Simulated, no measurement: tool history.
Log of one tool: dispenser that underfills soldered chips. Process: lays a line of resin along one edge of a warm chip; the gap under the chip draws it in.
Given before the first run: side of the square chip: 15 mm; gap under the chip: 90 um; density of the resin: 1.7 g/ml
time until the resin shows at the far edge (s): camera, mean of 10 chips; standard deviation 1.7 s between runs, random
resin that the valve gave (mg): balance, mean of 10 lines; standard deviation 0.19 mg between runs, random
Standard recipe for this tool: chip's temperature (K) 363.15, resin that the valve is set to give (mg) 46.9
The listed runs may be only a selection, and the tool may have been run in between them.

| run | day | chip's temperature (K) | resin that the valve is set to give (mg) | time until the resin shows at the far edge (s) | resin that the valve gave (mg) |
|---|---|---|---|---|---|
| 1 | 0.000 | 363.15 | 46.9 | 274.5 | 45.76 |
|  | 0.083 | new syringe of resin |
| 2 | 0.229 | 377.15 | 46.9 | 116.9 | 45.76 |
|  | 0.625 | new syringe of resin |
| 3 | 0.758 | 377.15 | 46.9 | 119.3 | 45.67 |
|  | 1.162 | new syringe of resin |
| 4 | 1.279 | 377.15 | 46.9 | 117.1 | 45.18 |
|  | 1.708 | new syringe of resin |
| 5 | 1.750 | 377.15 | 46.9 | 108.1 | 44.98 |
| 6 | 2.025 | 377.15 | 46.9 | 139.7 | 45.11 |
|  | 2.267 | new syringe of resin |
| 7 | 2.288 | 377.15 | 46.9 | 104.5 | 45.00 |
| 8 | 2.596 | 363.15 | 44.1 | 244.7 | 41.97 |
|  | 2.804 | new syringe of resin |
|  | 2.846 | dispensing valve cleaned and set on the balance |
| 9 | 3.058 | 364.15 | 46.9 | 208.7 | 46.94 |
|  | 3.404 | new syringe of resin |
| 10 | 3.521 | 363.15 | 46.9 | 196.3 | 47.02 |
| 11 | 3.804 | 363.15 | 46.9 | 262.7 | 46.76 |
|  | 3.942 | new syringe of resin |
| 12 | 4.042 | 363.15 | 46.9 | 194.9 | 46.56 |
| 13 | 4.300 | 363.15 | 46.9 | 248.4 | 46.49 |
|  | 4.475 | new syringe of resin |
| 14 | 4.654 | 363.15 | 46.9 | 207.3 | 46.28 |
|  | 5.038 | new syringe of resin |
| 15 | 5.150 | 363.15 | 46.9 | 201.0 | 46.21 |
| 16 | 5.367 | 363.15 | 46.9 | 244.7 | 45.98 |
|  | 5.583 | new syringe of resin |
| 17 | 5.725 | 363.15 | 47.1 | 203.8 | 45.92 |
|  | 6.129 | new syringe of resin |
| 18 | 6.129 | 375.15 | 47.1 | 114.6 | 45.97 |
| 19 | 6.525 | 375.15 | 47.1 | 160.7 | 45.76 |
|  | 6.675 | new syringe of resin |
| 20 | 6.825 | 375.15 | 47.1 | 130.7 | 45.65 |
| 21 | 7.096 | 367.15 | 53.6 | 225.7 | 51.83 |
|  | 7.233 | new syringe of resin |
| 22 | 7.558 | 367.15 | 53.6 | 198.6 | 51.67 |
|  | 7.767 | new syringe of resin |
| 23 | 7.950 | 359.15 | 53.6 | 246.9 | 51.61 |
|  | 8.321 | new syringe of resin |
| 24 | 8.321 | 359.15 | 53.6 | 204.9 | 51.95 |
| 25 | 8.667 | 351.15 | 50.8 | 408.8 | 48.92 |
|  | 8.883 | new syringe of resin |
|  | 9.038 | dispensing valve cleaned and set on the balance |
| 26 | 9.038 | 351.15 | 50.8 | 324.1 | 51.08 |
| 27 | 9.442 | 351.15 | 54.0 | 473.8 | 53.82 |
|  | 9.475 | new syringe of resin |
| 28 | 9.712 | 363.15 | 51.5 | 217.5 | 51.12 |
|  | 10.025 | new syringe of resin |
| 29 | 10.125 | 362.15 | 47.0 | 207.2 | 46.91 |
| 30 | 10.458 | 368.15 | 52.9 | 216.5 | 52.29 |
|  | 10.583 | new syringe of resin |
| 31 | 10.950 | 361.15 | 47.9 | 281.3 | 47.21 |
|  | 11.146 | new syringe of resin |
| 32 | 11.179 | 361.15 | 47.9 | 193.2 | 47.22 |
| 33 | 11.500 | 377.15 | 56.9 | 139.9 | 55.67 |
|  | 11.696 | new syringe of resin |
| 34 | 11.867 | 376.15 | 49.7 | 128.0 | 48.57 |
|  | 12.233 | new syringe of resin |
| 35 | 12.258 | 367.15 | 54.7 | 150.8 | 53.19 |
| 36 | 12.671 | 373.15 | 44.8 | 189.4 | 43.76 |

Here are 3 independent what-if runs from the current tool condition. What would each one return?
|  | 12.804 | new syringe of resin |
| A | 13.108 | 363.15 | 50.0 | ? | ? |
|  | 12.804 | new syringe of resin |
| B | 13.108 | 363.15 | 60.7 | ? | ? |
|  | 12.804 | new syringe of resin |
| C | 13.108 | 359.15 | 44.8 | ? | ? |

| run | time until the resin shows at the far edge (s) | resin that the valve gave (mg) |
|---|---|---|
| A | 239.6 | 48.24 |
| B | 230.5 | 58.61 |
| C | 288.9 | 43.38 |
Stripped of hidden state, with their random variation kept, the same runs would have yielded:
| run | time until the resin shows at the far edge (s) | resin that the valve gave (mg) |
|---|---|---|
| A | 168.8 | 49.72 |
| B | 163.1 | 60.42 |
| C | 202.6 | 44.71 |

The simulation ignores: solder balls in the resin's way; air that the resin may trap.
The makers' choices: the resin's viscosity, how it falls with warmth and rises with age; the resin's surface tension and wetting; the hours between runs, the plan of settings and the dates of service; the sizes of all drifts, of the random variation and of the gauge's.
